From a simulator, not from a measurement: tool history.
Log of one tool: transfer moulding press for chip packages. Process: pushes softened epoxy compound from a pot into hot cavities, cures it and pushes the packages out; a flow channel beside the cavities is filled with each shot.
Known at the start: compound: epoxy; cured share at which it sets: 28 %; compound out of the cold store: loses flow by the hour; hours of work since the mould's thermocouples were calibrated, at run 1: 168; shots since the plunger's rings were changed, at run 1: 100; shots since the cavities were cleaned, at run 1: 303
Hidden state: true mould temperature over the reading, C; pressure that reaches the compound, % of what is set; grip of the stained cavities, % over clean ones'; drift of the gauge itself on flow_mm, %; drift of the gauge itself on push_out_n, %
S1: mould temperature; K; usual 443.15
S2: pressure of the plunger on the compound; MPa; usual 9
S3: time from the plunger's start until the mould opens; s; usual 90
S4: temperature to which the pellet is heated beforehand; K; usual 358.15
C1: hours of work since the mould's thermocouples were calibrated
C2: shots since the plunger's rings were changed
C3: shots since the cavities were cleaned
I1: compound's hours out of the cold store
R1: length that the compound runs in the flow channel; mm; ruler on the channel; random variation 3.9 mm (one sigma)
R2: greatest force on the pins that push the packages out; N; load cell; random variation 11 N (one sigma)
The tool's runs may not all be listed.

{"run": 1, "hour": 0.0, "S1": 443.15, "S2": 9, "S3": 90, "S4": 358.15, "C1": 168, "C2": 100, "C3": 303, "I1": 41.2, "R1": 818, "R2": 748}
{"hour": 13.7, "done": "cavities cleaned with cleaning compound and waxed"}
{"hour": 47.6, "done": "cavities cleaned with cleaning compound and waxed"}
{"run": 2, "hour": 52.0, "S1": 443.15, "S2": 9, "S3": 90, "S4": 358.15, "C1": 204, "C2": 753, "C3": 59, "I1": 23.2, "R1": 875, "R2": 565}
{"hour": 82.2, "done": "cavities cleaned with cleaning compound and waxed"}
{"hour": 117.7, "done": "cavities cleaned with cleaning compound and waxed"}
{"run": 3, "hour": 139.8, "S1": 443.15, "S2": 9, "S3": 90, "S4": 358.15, "C1": 266, "C2": 1884, "C3": 295, "I1": 9.3, "R1": 914, "R2": 780}
{"hour": 152.4, "done": "cavities cleaned with cleaning compound and waxed"}
{"run": 4, "hour": 181.2, "S1": 443.15, "S2": 9, "S3": 90, "S4": 358.15, "C1": 296, "C2": 2414, "C3": 384, "I1": 40, "R1": 806, "R2": 772}
{"hour": 188.9, "done": "cavities cleaned with cleaning compound and waxed"}
{"hour": 220.8, "done": "cavities cleaned with cleaning compound and waxed"}
{"run": 5, "hour": 223.3, "S1": 443.15, "S2": 9, "S3": 90, "S4": 358.15, "C1": 324, "C2": 2936, "C3": 34, "I1": 46.7, "R1": 782, "R2": 507}
{"hour": 257.0, "done": "cavities cleaned with cleaning compound and waxed"}
{"hour": 291.5, "done": "cavities cleaned with cleaning compound and waxed"}
{"run": 6, "hour": 316.1, "S1": 443.15, "S2": 9, "S3": 90, "S4": 358.15, "C1": 391, "C2": 4132, "C3": 327, "I1": 28.6, "R1": 825, "R2": 760}
{"hour": 329.6, "done": "cavities cleaned with cleaning compound and waxed"}
{"hour": 365.0, "done": "cavities cleaned with cleaning compound and waxed"}
{"hour": 388.6, "done": "plunger's sealing rings changed"}
{"hour": 401.0, "done": "cavities cleaned with cleaning compound and waxed"}
{"run": 7, "hour": 412.8, "S1": 443.15, "S2": 9, "S3": 90, "S4": 358.15, "C1": 457, "C2": 302, "C3": 157, "I1": 20, "R1": 895, "R2": 645}
{"hour": 434.6, "done": "cavities cleaned with cleaning compound and waxed"}
{"hour": 470.3, "done": "cavities cleaned with cleaning compound and waxed"}
{"run": 8, "hour": 477.1, "S1": 443.15, "S2": 9, "S3": 90, "S4": 358.15, "C1": 502, "C2": 1119, "C3": 90, "I1": 43.4, "R1": 805, "R2": 580}
{"hour": 505.2, "done": "cavities cleaned with cleaning compound and waxed"}
{"run": 9, "hour": 521.0, "S1": 443.15, "S2": 9, "S3": 90, "S4": 358.15, "C1": 533, "C2": 1684, "C3": 210, "I1": 21.4, "R1": 873, "R2": 661}
{"hour": 542.6, "done": "cavities cleaned with cleaning compound and waxed"}
{"run": 10, "hour": 565.5, "S1": 443.15, "S2": 9, "S3": 90, "S4": 358.15, "C1": 565, "C2": 2257, "C3": 305, "I1": 23.5, "R1": 863, "R2": 705}
{"hour": 581.5, "done": "cavities cleaned with cleaning compound and waxed"}
{"hour": 598.7, "done": "mould's thermocouples calibrated"}
{"hour": 619.0, "done": "cavities cleaned with cleaning compound and waxed"}
{"hour": 654.5, "done": "cavities cleaned with cleaning compound and waxed"}
{"run": 11, "hour": 663.7, "S1": 443.15, "S2": 9, "S3": 90, "S4": 358.15, "C1": 46, "C2": 3479, "C3": 123, "I1": 13.9, "R1": 885, "R2": 657}
{"hour": 690.1, "done": "cavities cleaned with cleaning compound and waxed"}
{"hour": 723.1, "done": "cavities cleaned with cleaning compound and waxed"}
{"run": 12, "hour": 725.4, "S1": 443.15, "S2": 9, "S3": 90, "S4": 358.15, "C1": 89, "C2": 4261, "C3": 31, "I1": 25.9, "R1": 835, "R2": 529}
{"hour": 755.1, "done": "cavities cleaned with cleaning compound and waxed"}
{"hour": 788.7, "done": "plunger's sealing rings changed"}
{"hour": 790.2, "done": "cavities cleaned with cleaning compound and waxed"}
{"hour": 826.5, "done": "cavities cleaned with cleaning compound and waxed"}
{"run": 13, "hour": 826.5, "S1": 444.15, "S2": 9, "S3": 114, "S4": 358.15, "C1": 158, "C2": 464, "C3": 0, "I1": 32.1, "R1": 841, "R2": 353}
{"hour": 861.4, "done": "cavities cleaned with cleaning compound and waxed"}
{"hour": 893.8, "done": "cavities cleaned with cleaning compound and waxed"}
{"run": 14, "hour": 914.7, "S1": 444.15, "S2": 9, "S3": 72, "S4": 358.15, "C1": 221, "C2": 1599, "C3": 278, "I1": 27.6, "R1": 848, "R2": 1242}
{"hour": 926.6, "done": "cavities cleaned with cleaning compound and waxed"}
{"hour": 963.9, "done": "cavities cleaned with cleaning compound and waxed"}
{"run": 15, "hour": 972.4, "S1": 443.15, "S2": 9.41, "S3": 90, "S4": 358.15, "C1": 261, "C2": 2327, "C3": 112, "I1": 8.1, "R1": 937, "R2": 648}
{"hour": 996.9, "done": "cavities cleaned with cleaning compound and waxed"}
{"hour": 1034.1, "done": "cavities cleaned with cleaning compound and waxed"}
{"run": 16, "hour": 1039.8, "S1": 443.15, "S2": 9.41, "S3": 90, "S4": 358.15, "C1": 309, "C2": 3186, "C3": 76, "I1": 37.6, "R1": 824, "R2": 578}
{"hour": 1069.9, "done": "cavities cleaned with cleaning compound and waxed"}
{"hour": 1106.8, "done": "cavities cleaned with cleaning compound and waxed"}
{"run": 17, "hour": 1125.4, "S1": 443.15, "S2": 8.75, "S3": 73, "S4": 358.15, "C1": 370, "C2": 4286, "C3": 247, "I1": 40.4, "R1": 770, "R2": 1145}
{"hour": 1143.4, "done": "cavities cleaned with cleaning compound and waxed"}
{"hour": 1178.4, "done": "cavities cleaned with cleaning compound and waxed"}
{"hour": 1186.3, "done": "plunger's sealing rings changed"}
{"hour": 1219.0, "done": "cavities cleaned with cleaning compound and waxed"}
{"run": 18, "hour": 1221.0, "S1": 443.15, "S2": 8.84, "S3": 73, "S4": 364.15, "C1": 435, "C2": 443, "C3": 27, "I1": 13, "R1": 907, "R2": 904}
{"hour": 1256.1, "done": "cavities cleaned with cleaning compound and waxed"}
{"run": 19, "hour": 1269.1, "S1": 446.15, "S2": 9.43, "S3": 98, "S4": 350.15, "C1": 469, "C2": 1063, "C3": 173, "I1": 23.5, "R1": 883, "R2": 505}
{"hour": 1289.7, "done": "cavities cleaned with cleaning compound and waxed"}
{"hour": 1327.6, "done": "cavities cleaned with cleaning compound and waxed"}
{"run": 20, "hour": 1343.3, "S1": 450.15, "S2": 9.09, "S3": 91, "S4": 368.15, "C1": 522, "C2": 2011, "C3": 208, "I1": 9.9, "R1": 885, "R2": 459}
{"hour": 1361.9, "done": "cavities cleaned with cleaning compound and waxed"}
{"hour": 1397.0, "done": "cavities cleaned with cleaning compound and waxed"}
{"run": 21, "hour": 1424.5, "S1": 450.15, "S2": 10.1, "S3": 91, "S4": 349.15, "C1": 579, "C2": 3053, "C3": 366, "I1": 19.5, "R1": 895, "R2": 572}
{"hour": 1432.8, "done": "cavities cleaned with cleaning compound and waxed"}
{"hour": 1442.1, "done": "mould's thermocouples calibrated"}
{"hour": 1468.7, "done": "cavities cleaned with cleaning compound and waxed"}
{"run": 22, "hour": 1484.1, "S1": 435.15, "S2": 8.49, "S3": 98, "S4": 356.15, "C1": 30, "C2": 3782, "C3": 206, "I1": 16.2, "R1": 873, "R2": 1103}
{"hour": 1503.8, "done": "cavities cleaned with cleaning compound and waxed"}
{"hour": 1540.7, "done": "cavities cleaned with cleaning compound and waxed"}
{"hour": 1575.1, "done": "cavities cleaned with cleaning compound and waxed"}
{"hour": 1583.8, "done": "plunger's sealing rings changed"}
{"run": 23, "hour": 1583.8, "S1": 443.15, "S2": 8.3, "S3": 90, "S4": 350.15, "C1": 98, "C2": 0, "C3": 83, "I1": 36.1, "R1": 809, "R2": 602}

Forecast each of these 5 alternatives for the next run:
{"hour": 1612.2, "done": "cavities cleaned with cleaning compound and waxed"}
{"hour": 1647.8, "done": "cavities cleaned with cleaning compound and waxed"}
{"run": "A", "hour": 1657.0, "S1": 442.15, "S2": 8.74, "S3": 106, "S4": 350.15, "C1": 150, "C2": 935, "C3": 121, "I1": 12.5, "R1": "?", "R2": "?"}
{"hour": 1612.2, "done": "cavities cleaned with cleaning compound and waxed"}
{"hour": 1647.8, "done": "cavities cleaned with cleaning compound and waxed"}
{"run": "B", "hour": 1657.0, "S1": 436.15, "S2": 8.3, "S3": 90, "S4": 350.15, "C1": 150, "C2": 935, "C3": 121, "I1": 42.7, "R1": "?", "R2": "?"}
{"hour": 1612.2, "done": "cavities cleaned with cleaning compound and waxed"}
{"hour": 1647.8, "done": "cavities cleaned with cleaning compound and waxed"}
{"run": "C", "hour": 1657.0, "S1": 451.15, "S2": 8.6, "S3": 90, "S4": 358.15, "C1": 150, "C2": 935, "C3": 121, "I1": 40.3, "R1": "?", "R2": "?"}
{"hour": 1612.2, "done": "cavities cleaned with cleaning compound and waxed"}
{"hour": 1647.8, "done": "cavities cleaned with cleaning compound and waxed"}
{"run": "D", "hour": 1657.0, "S1": 447.15, "S2": 8.3, "S3": 84, "S4": 350.15, "C1": 150, "C2": 935, "C3": 121, "I1": 25.1, "R1": "?", "R2": "?"}
{"hour": 1612.2, "done": "cavities cleaned with cleaning compound and waxed"}
{"hour": 1647.8, "done": "cavities cleaned with cleaning compound and waxed"}
{"run": "E", "hour": 1657.0, "S1": 443.15, "S2": 9.41, "S3": 74, "S4": 358.15, "C1": 150, "C2": 935, "C3": 121, "I1": 46.6, "R1": "?", "R2": "?"}

run=A R1=897 R2=525
run=B R1=794 R2=1038
run=C R1=776 R2=451
run=D R1=828 R2=614
run=E R1=815 R2=967
Without the tool's hidden state the same runs would have given:
run=A R1=908 R2=421
run=B R1=805 R2=840
run=C R1=786 R2=360
run=D R1=838 R2=497
run=E R1=826 R2=782
